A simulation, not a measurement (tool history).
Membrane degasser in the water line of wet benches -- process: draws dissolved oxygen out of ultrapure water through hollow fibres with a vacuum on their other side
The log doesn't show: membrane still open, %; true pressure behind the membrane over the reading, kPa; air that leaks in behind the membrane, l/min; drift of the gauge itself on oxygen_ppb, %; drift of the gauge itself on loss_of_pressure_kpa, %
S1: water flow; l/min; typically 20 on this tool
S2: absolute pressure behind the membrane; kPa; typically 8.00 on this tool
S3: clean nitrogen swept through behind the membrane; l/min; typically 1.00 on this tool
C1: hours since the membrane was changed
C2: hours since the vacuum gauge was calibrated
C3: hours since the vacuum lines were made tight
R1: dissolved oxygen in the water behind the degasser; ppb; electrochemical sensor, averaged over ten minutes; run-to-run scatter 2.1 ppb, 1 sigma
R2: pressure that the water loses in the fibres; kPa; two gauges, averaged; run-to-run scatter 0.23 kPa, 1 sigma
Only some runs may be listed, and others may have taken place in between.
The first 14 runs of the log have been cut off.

run	day	S1	S2	S3	C1	C2	C3	R1	R2
# day 153.046: vacuum gauge calibrated
15	153.796	20	13.78	0.63	9422	18	3819	692.6	59.69
16	162.525	20	5.60	0.63	9631	227	4029	186.8	59.58
17	170.238	20	5.60	0.63	9816	413	4214	186.1	59.52
18	185.112	20	5.60	0.63	10174	770	4571	185.4	59.25
19	200.375	12	13.22	2.73	10540	1136	4937	114.2	35.54
# day 202.612: vacuum gauge calibrated, once more
20	207.946	21	8.00	1.00	10721	128	5119	224.4	63.10
21	217.346	14	9.07	1.00	10947	354	5344	192.8	42.02
22	228.896	24	17.40	1.00	11224	631	5621	704.0	72.01
23	240.442	12	13.86	2.22	11501	908	5898	139.3	35.69
24	254.425	17	9.06	2.22	11837	1243	6234	110.6	50.90
25	269.692	28	13.45	1.25	12203	1610	6600	496.3	84.11
26	281.858	26	5.88	1.25	12495	1902	6892	138.2	78.83
27	291.533	26	6.16	2.21	12727	2134	7125	95.9	78.20
28	305.333	26	6.16	2.21	13058	2465	7456	97.3	78.48
29	315.583	26	6.16	2.21	13304	2711	7702	97.6	78.24
30	330.412	19	19.80	0.91	13660	3067	8058	726.1	57.58
31	344.433	19	19.80	0.91	13997	3404	8394	733.8	57.30
32	351.221	19	5.12	0.91	14160	3567	8557	101.3	57.67

Here are 3 independent what-if runs from the current tool condition. What would each one return?
A	358.392	20	15.48	1.00	14332	3739	8729	?	?
B	358.392	26	8.90	0.57	14332	3739	8729	?	?
C	358.392	14	5.12	2.97	14332	3739	8729	?	?

run	R1	R2
A	533.8	60.66
B	507.2	78.69
C	24.7	42.49
Without the tool's hidden state the same runs would have given:
run	R1	R2
A	518.3	57.70
B	487.0	74.85
C	21.5	40.42
